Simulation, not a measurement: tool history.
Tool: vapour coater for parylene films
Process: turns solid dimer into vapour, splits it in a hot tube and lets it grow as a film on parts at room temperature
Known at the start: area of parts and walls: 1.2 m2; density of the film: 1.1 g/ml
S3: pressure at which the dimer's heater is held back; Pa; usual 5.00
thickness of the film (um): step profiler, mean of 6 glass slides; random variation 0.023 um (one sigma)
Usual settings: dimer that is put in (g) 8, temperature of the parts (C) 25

{"run": 1, "hour": 0.0, "dimer that is put in (g)": 8, "temperature of the parts (C)": 25, "S3": 5.0, "thickness of the film (um)": 4.43}
{"run": 2, "hour": 33.1, "dimer that is put in (g)": 8, "temperature of the parts (C)": 25, "S3": 5.0, "thickness of the film (um)": 4.41}
{"run": 3, "hour": 63.9, "dimer that is put in (g)": 8, "temperature of the parts (C)": 25, "S3": 5.0, "thickness of the film (um)": 4.32}
{"run": 4, "hour": 86.2, "dimer that is put in (g)": 8, "temperature of the parts (C)": 25, "S3": 5.0, "thickness of the film (um)": 4.37}
{"run": 5, "hour": 105.4, "dimer that is put in (g)": 8, "temperature of the parts (C)": 25, "S3": 5.0, "thickness of the film (um)": 4.35}
{"run": 6, "hour": 134.4, "dimer that is put in (g)": 8, "temperature of the parts (C)": 25, "S3": 5.0, "thickness of the film (um)": 4.32}
{"hour": 150.4, "done": "trap's valve overhauled"}
{"run": 7, "hour": 161.0, "dimer that is put in (g)": 8, "temperature of the parts (C)": 25, "S3": 5.0, "thickness of the film (um)": 4.57}
{"run": 8, "hour": 181.8, "dimer that is put in (g)": 8, "temperature of the parts (C)": 29, "S3": 5.0, "thickness of the film (um)": 3.82}
{"run": 9, "hour": 198.4, "dimer that is put in (g)": 8, "temperature of the parts (C)": 29, "S3": 5.0, "thickness of the film (um)": 3.84}
{"run": 10, "hour": 222.9, "dimer that is put in (g)": 4, "temperature of the parts (C)": 25, "S3": 5.0, "thickness of the film (um)": 2.24}
{"run": 11, "hour": 258.8, "dimer that is put in (g)": 4, "temperature of the parts (C)": 25, "S3": 5.0, "thickness of the film (um)": 2.24}
{"run": 12, "hour": 279.1, "dimer that is put in (g)": 4, "temperature of the parts (C)": 25, "S3": 5.0, "thickness of the film (um)": 2.23}
{"run": 13, "hour": 306.5, "dimer that is put in (g)": 5, "temperature of the parts (C)": 25, "S3": 5.0, "thickness of the film (um)": 2.76}
{"run": 14, "hour": 337.0, "dimer that is put in (g)": 5, "temperature of the parts (C)": 25, "S3": 5.0, "thickness of the film (um)": 2.73}
{"run": 15, "hour": 361.6, "dimer that is put in (g)": 10, "temperature of the parts (C)": 25, "S3": 3.38, "thickness of the film (um)": 5.67}
{"run": 16, "hour": 382.6, "dimer that is put in (g)": 8, "temperature of the parts (C)": 27, "S3": 2.19, "thickness of the film (um)": 4.32}
{"run": 17, "hour": 414.5, "dimer that is put in (g)": 4, "temperature of the parts (C)": 25, "S3": 5.0, "thickness of the film (um)": 2.14}
{"run": 18, "hour": 433.4, "dimer that is put in (g)": 4, "temperature of the parts (C)": 25, "S3": 5.0, "thickness of the film (um)": 2.15}
{"hour": 452.4, "done": "trap's valve overhauled"}
{"run": 19, "hour": 471.6, "dimer that is put in (g)": 12, "temperature of the parts (C)": 25, "S3": 5.0, "thickness of the film (um)": 6.82}
{"run": 20, "hour": 492.1, "dimer that is put in (g)": 8, "temperature of the parts (C)": 22, "S3": 5.0, "thickness of the film (um)": 5.08}
{"run": 21, "hour": 523.9, "dimer that is put in (g)": 8, "temperature of the parts (C)": 22, "S3": 5.0, "thickness of the film (um)": 5.1}

The next listed run, before its measurement:
{"run": 22, "hour": 547.0, "dimer that is put in (g)": 8, "temperature of the parts (C)": 22, "S3": 5.0, "thickness of the film (um)": "?"}

{"run 22": {"thickness of the film (um)": 5.05}}
Without the tool's hidden state the same run would have given thickness of the film (um) 5.35.
